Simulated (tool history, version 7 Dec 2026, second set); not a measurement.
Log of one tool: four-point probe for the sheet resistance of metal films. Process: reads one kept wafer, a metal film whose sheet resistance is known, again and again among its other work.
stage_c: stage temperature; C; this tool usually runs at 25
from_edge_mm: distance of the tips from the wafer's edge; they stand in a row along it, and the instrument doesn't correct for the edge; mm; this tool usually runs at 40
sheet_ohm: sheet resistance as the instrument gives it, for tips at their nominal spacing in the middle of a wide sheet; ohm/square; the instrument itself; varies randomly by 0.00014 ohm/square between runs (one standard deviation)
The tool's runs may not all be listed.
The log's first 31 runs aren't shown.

Run 32, hour 569.5: usual settings but stage_c 27 C, from_edge_mm 26 mm. Result: sheet_ohm 0.668796 ohm/square.
Run 33, hour 590.2: usual settings but stage_c 35 C, from_edge_mm 22 mm. Result: sheet_ohm 0.667829 ohm/square.
Run 34, hour 612.5: usual settings but from_edge_mm 5 mm. Result: sheet_ohm 0.674660 ohm/square.
Run 35, hour 638.5: usual settings but from_edge_mm 5 mm. Result: sheet_ohm 0.674387 ohm/square.
Run 36, hour 656.3: usual settings but stage_c 29 C. Result: sheet_ohm 0.668239 ohm/square.
Run 37, hour 675.5: usual settings but stage_c 29 C. Result: sheet_ohm 0.668234 ohm/square.
Run 38, hour 688.0: usual settings but stage_c 26 C, from_edge_mm 4 mm. Result: sheet_ohm 0.677402 ohm/square.
Run 39, hour 709.8: usual settings but stage_c 30 C, from_edge_mm 10 mm. Result: sheet_ohm 0.669427 ohm/square.
Run 40, hour 733.6: usual settings but stage_c 31 C, from_edge_mm 51 mm. Result: sheet_ohm 0.667725 ohm/square.
Run 41, hour 750.3: usual settings but stage_c 28 C, from_edge_mm 18 mm. Result: sheet_ohm 0.668460 ohm/square.
Run 42, hour 772.5: usual settings but stage_c 28 C, from_edge_mm 18 mm. Result: sheet_ohm 0.668505 ohm/square.
Run 43, hour 788.6: usual settings but stage_c 20 C, from_edge_mm 33 mm. Result: sheet_ohm 0.669192 ohm/square.
Run 44, hour 814.5: usual settings but stage_c 19 C, from_edge_mm 42 mm. Result: sheet_ohm 0.669116 ohm/square.
Run 45, hour 839.0: usual settings but stage_c 21 C, from_edge_mm 5 mm. Result: sheet_ohm 0.674308 ohm/square.
Run 46, hour 851.8: usual settings but stage_c 22 C, from_edge_mm 23 mm. Result: sheet_ohm 0.668591 ohm/square.

Alternative continuations, all from the tool just after run 46; predict every row:
Run A, hour 877.3: usual settings but stage_c 22 C, from_edge_mm 23 mm. Result: sheet_ohm ?.
Run B, hour 877.3: usual settings but from_edge_mm 7 mm. Result: sheet_ohm ?.
Run C, hour 877.3: usual settings but from_edge_mm 19 mm. Result: sheet_ohm ?.

run  sheet_ohm
  A   0.668646
  B   0.671082
  C   0.668334
What these runs would have given with no unlogged condition in the tool:
run  sheet_ohm
  A   0.676584
  B   0.679047
  C   0.676269
